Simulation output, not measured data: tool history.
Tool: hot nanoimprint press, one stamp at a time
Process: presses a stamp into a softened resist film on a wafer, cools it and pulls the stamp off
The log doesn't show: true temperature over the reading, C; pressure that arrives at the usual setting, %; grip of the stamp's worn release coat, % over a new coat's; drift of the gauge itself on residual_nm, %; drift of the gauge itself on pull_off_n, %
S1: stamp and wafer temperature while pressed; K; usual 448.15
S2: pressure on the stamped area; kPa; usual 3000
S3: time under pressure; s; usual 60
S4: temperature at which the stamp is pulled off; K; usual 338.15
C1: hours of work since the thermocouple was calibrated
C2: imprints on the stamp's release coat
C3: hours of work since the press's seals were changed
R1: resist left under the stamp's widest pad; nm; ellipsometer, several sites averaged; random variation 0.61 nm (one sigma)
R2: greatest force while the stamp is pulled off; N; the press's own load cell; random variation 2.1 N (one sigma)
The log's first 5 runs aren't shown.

run	hour	S1	S2	S3	S4	C1	C2	C3	R1	R2
6	109.7	457.15	3000	60	338.15	152	1899	162	329.1	126
7	129.5	457.15	3000	60	338.15	166	1987	176	329.7	133
8	160.1	448.15	3000	60	338.15	187	2123	197	407.9	133
9	192.9	448.15	3000	60	338.15	209	2268	219	407	140
10	209.2	448.15	3000	60	338.15	221	2340	231	406.5	141
# hour 234.5: stamp cleaned and given a new release coat
11	245.3	448.15	3000	60	338.15	241	48	251	407	91
12	275.7	448.15	3000	105	338.15	262	183	272	336.2	97
13	306.5	456.15	3000	60	338.15	283	319	293	336.2	98
14	335.6	448.15	3000	60	338.15	303	448	313	406.6	101
15	360.9	448.15	3000	60	338.15	321	561	331	406.4	104
16	381.9	448.15	3000	60	345.15	335	654	345	405.6	89
17	419.8	448.15	3000	60	345.15	361	822	371	405.2	95
18	440.6	448.15	2460	53	323.15	376	914	386	451.7	135
# hour 447: plate thermocouple calibrated
19	466	448.15	2460	53	323.15	13	1013	401	450.7	138
20	483.2	445.15	2460	53	324.15	25	1090	413	479.5	143
21	512.8	448.15	2580	60	338.15	45	1221	433	427.1	117
22	534.5	448.15	2590	77	338.15	60	1317	448	395.1	120
23	566.9	448.15	2590	77	338.15	83	1461	471	394	122
# hour 600.3: plate thermocouple calibrated, once more
24	601.6	450.15	2700	77	338.15	1	1602	492	376.8	126
25	624.3	447.15	3000	60	325.15	17	1702	508	421.2	152
# hour 650.5: press's hydraulic seals changed and the load cell set to zero
26	661.5	442.15	3000	60	325.15	37	1832	8	468.3	167
27	693.7	458.15	2630	31	338.15	59	1975	30	424.1	132
28	729.7	458.15	2630	31	338.15	84	2134	55	423.5	139
29	750.8	438.15	3000	60	338.15	98	2228	69	508.3	137
30	775.3	438.15	2250	71	338.15	115	2337	86	529.9	140

3 ways to go on from here, each from the tool as it stands after run 30. What would each give?
# hour 801.7: stamp cleaned and given a new release coat
A	818.9	450.15	2250	33	338.15	141	77	112	?	?
# hour 801.7: stamp cleaned and given a new release coat
B	818.9	454.15	2580	71	338.15	141	77	112	?	?
# hour 801.7: stamp cleaned and given a new release coat
C	818.9	455.15	1860	60	334.15	141	77	112	?	?

run	R1	R2
A	508.6	91
B	354.5	91
C	420.1	95
Without the tool's hidden state the same runs would have given:
run	R1	R2
A	510.1	89
B	355.9	90
C	421.6	94
